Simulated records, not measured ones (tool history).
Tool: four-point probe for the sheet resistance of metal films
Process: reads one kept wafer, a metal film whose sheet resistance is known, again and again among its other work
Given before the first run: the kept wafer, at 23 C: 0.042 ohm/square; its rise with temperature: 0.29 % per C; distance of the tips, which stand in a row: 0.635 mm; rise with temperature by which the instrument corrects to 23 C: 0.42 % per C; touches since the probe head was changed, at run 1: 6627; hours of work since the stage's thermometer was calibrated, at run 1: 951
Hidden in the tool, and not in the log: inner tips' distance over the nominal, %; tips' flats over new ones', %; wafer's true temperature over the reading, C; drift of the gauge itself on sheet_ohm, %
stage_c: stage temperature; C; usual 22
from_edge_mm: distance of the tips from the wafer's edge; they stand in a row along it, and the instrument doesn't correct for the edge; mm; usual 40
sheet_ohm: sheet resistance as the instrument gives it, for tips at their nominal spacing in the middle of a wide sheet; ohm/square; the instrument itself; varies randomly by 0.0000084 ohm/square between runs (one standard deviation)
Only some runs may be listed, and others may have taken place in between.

run     day  stage_c  from_edge_mm  touches since the probe head was changed  hours of work since the stage's thermometer was calibrated  sheet_ohm
  1   0.000       22            40                                      6627                                                         951   0.042051
  2   2.567       22            40                                      9108                                                         991   0.042070
  3   5.008       22            40                                     11466                                                        1029   0.042069
  4   8.892       22             6                                     15216                                                        1090   0.042306
  5  10.983       22             6                                     17236                                                        1123   0.042313
  6  14.912       22            15                                     21029                                                        1184   0.042115
  7  18.492       22            15                                     24487                                                        1240   0.042101
  8  21.496       22            15                                     27389                                                        1287   0.042085
  9  23.588       22            40                                     29411                                                        1320   0.042056
 10  25.792       22            30                                     31538                                                        1354   0.042069
 11  28.446       22            30                                     34103                                                        1396   0.042063
 12  32.175       34             4                                     37703                                                        1454   0.041999
 13  36.067       28            10                                     41462                                                        1515   0.041831
 14  39.917       20            14                                     45180                                                        1575   0.042219
 15  42.567       20            40                                     47741                                                        1617   0.042186
 16  45.838       34             3                                     50899                                                        1668   0.042417
 17  47.771       34             3                                     52769                                                        1698   0.042430
     50.133  -- stage's thermometer calibrated
 18  50.133       34             3                                     55028                                                           0   0.042430
 19  52.762       20             8                                     57568                                                          41   0.042326

The logged runs with the hidden state left out (each run's random variation unchanged):
run  sheet_ohm
  1   0.042046
  2   0.042065
  3   0.042063
  4   0.042300
  5   0.042306
  6   0.042108
  7   0.042094
  8   0.042078
  9   0.042049
 10   0.042062
 11   0.042055
 12   0.041991
 13   0.041823
 14   0.042210
 15   0.042177
 16   0.042408
 17   0.042420
 18   0.042420
 19   0.042315
